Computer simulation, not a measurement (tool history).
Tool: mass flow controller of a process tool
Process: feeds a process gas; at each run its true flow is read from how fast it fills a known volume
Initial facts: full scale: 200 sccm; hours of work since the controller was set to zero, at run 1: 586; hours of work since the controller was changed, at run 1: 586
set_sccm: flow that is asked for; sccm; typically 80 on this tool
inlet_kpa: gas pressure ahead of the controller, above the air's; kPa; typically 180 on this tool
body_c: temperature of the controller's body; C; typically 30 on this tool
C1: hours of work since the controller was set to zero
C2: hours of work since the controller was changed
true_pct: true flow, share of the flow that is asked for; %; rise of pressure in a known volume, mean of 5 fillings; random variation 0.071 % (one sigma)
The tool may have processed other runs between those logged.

Run 1, hour 0: usual settings; C1 586; C2 586. Result: true_pct 99.55 %.
Run 2, hour 226.2: usual settings; C1 678; C2 678. Result: true_pct 99.65 %.
Run 3, hour 417.7: usual settings; C1 756; C2 756. Result: true_pct 99.58 %.
Run 4, hour 722.9: usual settings; C1 880; C2 880. Result: true_pct 99.62 %.
Run 5, hour 952.8: usual settings; C1 973; C2 973. Result: true_pct 99.68 %.
Run 6, hour 1102.2: usual settings but body_c 36 C; C1 1034; C2 1034. Result: true_pct 99.78 %.
Run 7, hour 1352.3: usual settings; C1 1136; C2 1136. Result: true_pct 99.74 %.
Run 8, hour 1589: usual settings but body_c 24 C; C1 1232; C2 1232. Result: true_pct 99.32 %.
Run 9, hour 1720.3: usual settings but body_c 24 C; C1 1285; C2 1285. Result: true_pct 99.31 %.
Run 10, hour 2010.7: usual settings but body_c 24 C; C1 1404; C2 1404. Result: true_pct 99.18 %.
Run 11, hour 2175.6: usual settings but body_c 24 C; C1 1471; C2 1471. Result: true_pct 99.29 %.
Run 12, hour 2392.2: usual settings but set_sccm 156 sccm; C1 1559; C2 1559. Result: true_pct 100.34 %.
Run 13, hour 2670.5: usual settings but set_sccm 156 sccm; C1 1672; C2 1672. Result: true_pct 100.32 %.
Run 14, hour 2881.5: usual settings but inlet_kpa 267 kPa; C1 1758; C2 1758. Result: true_pct 98.99 %.
Run 15, hour 3151.9: usual settings but inlet_kpa 267 kPa; C1 1868; C2 1868. Result: true_pct 98.81 %.
Run 16, hour 3309.3: usual settings but set_sccm 21 sccm, inlet_kpa 267 kPa, body_c 28 C; C1 1932; C2 1932. Result: true_pct 96.55 %.
At hour 3325.8: controller's zero set anew.
Run 17, hour 3614.2: usual settings but set_sccm 21 sccm, inlet_kpa 245 kPa, body_c 34 C; C1 117; C2 2055. Result: true_pct 95.51 %.
Run 18, hour 3924.1: usual settings but set_sccm 37 sccm, body_c 26 C; C1 243; C2 2181. Result: true_pct 97.39 %.
Run 19, hour 4128.7: usual settings but set_sccm 37 sccm, body_c 26 C; C1 326; C2 2265. Result: true_pct 97.33 %.
Run 20, hour 4401.6: usual settings but set_sccm 37 sccm, body_c 26 C; C1 437; C2 2376. Result: true_pct 97.42 %.
Run 21, hour 4700: usual settings but set_sccm 37 sccm, body_c 26 C; C1 559; C2 2497. Result: true_pct 97.41 %.

Run 22 comes next. What will it give?
At hour 4726.5: controller's zero set anew, once more.
Run 22, hour 4847.5: usual settings but set_sccm 96 sccm, body_c 26 C; C1 49; C2 2557. Result: true_pct ?.

{"run 22": {"true_pct": 100.33}}
With the hidden condition absent and the run-to-run variation left alone, this run would have shown true_pct 99.66 %.
